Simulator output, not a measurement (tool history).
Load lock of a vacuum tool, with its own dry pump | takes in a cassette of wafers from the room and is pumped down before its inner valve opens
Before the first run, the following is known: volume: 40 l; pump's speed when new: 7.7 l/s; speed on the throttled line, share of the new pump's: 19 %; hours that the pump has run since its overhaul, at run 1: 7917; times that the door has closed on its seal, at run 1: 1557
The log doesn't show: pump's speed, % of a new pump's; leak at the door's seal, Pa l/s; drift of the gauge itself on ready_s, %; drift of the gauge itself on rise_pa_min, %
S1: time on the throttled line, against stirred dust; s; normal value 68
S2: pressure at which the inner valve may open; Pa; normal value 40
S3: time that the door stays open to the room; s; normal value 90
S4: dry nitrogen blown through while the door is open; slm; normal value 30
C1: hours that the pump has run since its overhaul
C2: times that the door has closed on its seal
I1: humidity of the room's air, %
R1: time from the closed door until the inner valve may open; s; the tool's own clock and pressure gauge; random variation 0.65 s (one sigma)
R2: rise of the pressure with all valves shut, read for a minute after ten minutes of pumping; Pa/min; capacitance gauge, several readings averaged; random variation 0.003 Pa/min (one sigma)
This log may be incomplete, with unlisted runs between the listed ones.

{"run": 1, "hour": 0.0, "S1": 68, "S2": 40, "S3": 90, "S4": 30, "C1": 7917, "C2": 1557, "I1": 45.1, "R1": 100.9, "R2": 0.035}
{"run": 2, "hour": 163.9, "S1": 68, "S2": 40, "S3": 90, "S4": 30, "C1": 8081, "C2": 2180, "I1": 43.6, "R1": 100.6, "R2": 0.035}
{"run": 3, "hour": 311.3, "S1": 68, "S2": 40, "S3": 90, "S4": 30, "C1": 8228, "C2": 2740, "I1": 41.6, "R1": 100.7, "R2": 0.041}
{"run": 4, "hour": 455.0, "S1": 68, "S2": 40, "S3": 90, "S4": 30, "C1": 8372, "C2": 3286, "I1": 45.4, "R1": 101.5, "R2": 0.053}
{"run": 5, "hour": 652.5, "S1": 68, "S2": 40, "S3": 90, "S4": 30, "C1": 8569, "C2": 4037, "I1": 44.2, "R1": 102.0, "R2": 0.056}
{"run": 6, "hour": 832.8, "S1": 68, "S2": 40, "S3": 90, "S4": 30, "C1": 8750, "C2": 4722, "I1": 47.2, "R1": 101.4, "R2": 0.067}
{"run": 7, "hour": 957.7, "S1": 68, "S2": 40, "S3": 90, "S4": 30, "C1": 8875, "C2": 5197, "I1": 45.5, "R1": 101.8, "R2": 0.072}
{"run": 8, "hour": 1154.2, "S1": 68, "S2": 40, "S3": 90, "S4": 30, "C1": 9071, "C2": 5944, "I1": 41.9, "R1": 102.2, "R2": 0.082}
{"run": 9, "hour": 1254.5, "S1": 68, "S2": 40, "S3": 104, "S4": 30, "C1": 9171, "C2": 6325, "I1": 42.2, "R1": 102.1, "R2": 0.086}
{"run": 10, "hour": 1377.9, "S1": 68, "S2": 40, "S3": 104, "S4": 30, "C1": 9295, "C2": 6794, "I1": 46.4, "R1": 101.8, "R2": 0.097}
{"run": 11, "hour": 1575.4, "S1": 68, "S2": 40, "S3": 90, "S4": 30, "C1": 9492, "C2": 7545, "I1": 42.5, "R1": 100.6, "R2": 0.1}
{"run": 12, "hour": 1808.4, "S1": 68, "S2": 40, "S3": 90, "S4": 30, "C1": 9725, "C2": 8430, "I1": 44.7, "R1": 102.8, "R2": 0.12}
{"run": 13, "hour": 1996.3, "S1": 68, "S2": 40, "S3": 90, "S4": 33, "C1": 9913, "C2": 9144, "I1": 44.8, "R1": 101.4, "R2": 0.125}
{"run": 14, "hour": 2127.7, "S1": 68, "S2": 75, "S3": 90, "S4": 30, "C1": 10045, "C2": 9644, "I1": 45.7, "R1": 98.6, "R2": 0.133}
{"run": 15, "hour": 2332.3, "S1": 68, "S2": 75, "S3": 90, "S4": 30, "C1": 10249, "C2": 10421, "I1": 43.3, "R1": 99.1, "R2": 0.143}
{"run": 16, "hour": 2442.0, "S1": 68, "S2": 75, "S3": 90, "S4": 4, "C1": 10359, "C2": 10838, "I1": 46.2, "R1": 99.3, "R2": 0.183}
{"run": 17, "hour": 2661.1, "S1": 68, "S2": 75, "S3": 90, "S4": 4, "C1": 10578, "C2": 11671, "I1": 41.8, "R1": 98.5, "R2": 0.203}
{"run": 18, "hour": 2873.3, "S1": 68, "S2": 75, "S3": 90, "S4": 4, "C1": 10790, "C2": 12477, "I1": 46.4, "R1": 100.7, "R2": 0.223}
{"run": 19, "hour": 3098.0, "S1": 68, "S2": 75, "S3": 90, "S4": 4, "C1": 11015, "C2": 13331, "I1": 45.8, "R1": 99.9, "R2": 0.24}
{"run": 20, "hour": 3334.6, "S1": 50, "S2": 76, "S3": 90, "S4": 4, "C1": 11252, "C2": 14231, "I1": 44.4, "R1": 84.6, "R2": 0.256}
{"run": 21, "hour": 3539.8, "S1": 104, "S2": 51, "S3": 90, "S4": 30, "C1": 11457, "C2": 15010, "I1": 47.7, "R1": 129.5, "R2": 0.244}
{"run": 22, "hour": 3676.3, "S1": 104, "S2": 51, "S3": 90, "S4": 30, "C1": 11593, "C2": 15529, "I1": 48.3, "R1": 128.9, "R2": 0.256}
{"run": 23, "hour": 3844.9, "S1": 104, "S2": 80, "S3": 50, "S4": 7, "C1": 11762, "C2": 16170, "I1": 47.9, "R1": 126.7, "R2": 0.288}
{"run": 24, "hour": 4034.7, "S1": 42, "S2": 51, "S3": 27, "S4": 9, "C1": 11952, "C2": 16892, "I1": 44.3, "R1": 83.0, "R2": 0.29}
{"run": 25, "hour": 4161.0, "S1": 79, "S2": 40, "S3": 90, "S4": 16, "C1": 12078, "C2": 17371, "I1": 38.8, "R1": 112.1, "R2": 0.309}
{"run": 26, "hour": 4393.0, "S1": 134, "S2": 40, "S3": 90, "S4": 27, "C1": 12310, "C2": 18253, "I1": 46.4, "R1": 153.7, "R2": 0.32}

Run 27, settings as shown, results not yet in. Your forecast:
{"run": 27, "hour": 4500.7, "S1": 68, "S2": 30, "S3": 70, "S4": 30, "C1": 12418, "C2": 18663, "I1": 46.7, "R1": "?", "R2": "?"}

R1: 106.1 s
R2: 0.334 Pa/min
With no hidden state in the tool, this same run would have given R1 97.4 s, R2 0.021 Pa/min.
